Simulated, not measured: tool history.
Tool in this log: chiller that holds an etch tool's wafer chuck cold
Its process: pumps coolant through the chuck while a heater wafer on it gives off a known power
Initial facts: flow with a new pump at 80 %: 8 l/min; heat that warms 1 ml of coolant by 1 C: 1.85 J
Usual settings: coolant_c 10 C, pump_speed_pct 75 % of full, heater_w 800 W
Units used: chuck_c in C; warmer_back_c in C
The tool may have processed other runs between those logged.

run,hour,coolant_c,pump_speed_pct,heater_w,chuck_c,warmer_back_c
1,0,10,75,800,17,3.71
2,115.5,10,75,800,17.2,3.66
3,241,10,75,800,17.2,3.65
4,376,10,75,800,17.4,3.66
5,452.3,10,75,800,17.3,3.71
6,590.6,9,75,800,16.3,3.7
7,678.4,10,86,545,14.8,2.23
8,740.1,1,86,577,6,2.3
9,809.8,1,86,577,6.1,2.35
# hour 872.9: chiller's thermometer calibrated
10,940.2,16,86,420,19.2,1.73
11,1035.6,13,65,634,19.5,3.46

Predict each of these 5 candidate next runs independently; none follows another, all start after run 11:
A,1171.1,4,84,678,?,?
B,1171.1,16,65,815,?,?
C,1171.1,13,84,1021,?,?
D,1171.1,7,60,585,?,?
E,1171.1,5,81,1065,?,?

run,chuck_c,warmer_back_c
A,9.7,2.83
B,24.5,4.31
C,21.6,4.29
D,13.6,3.37
E,14.3,4.62
Stripped of hidden state, with their random variation kept, the same runs would have yielded:
run,chuck_c,warmer_back_c
A,8.9,2.61
B,23.4,3.97
C,20.5,3.96
D,12.8,3.11
E,13.2,4.26
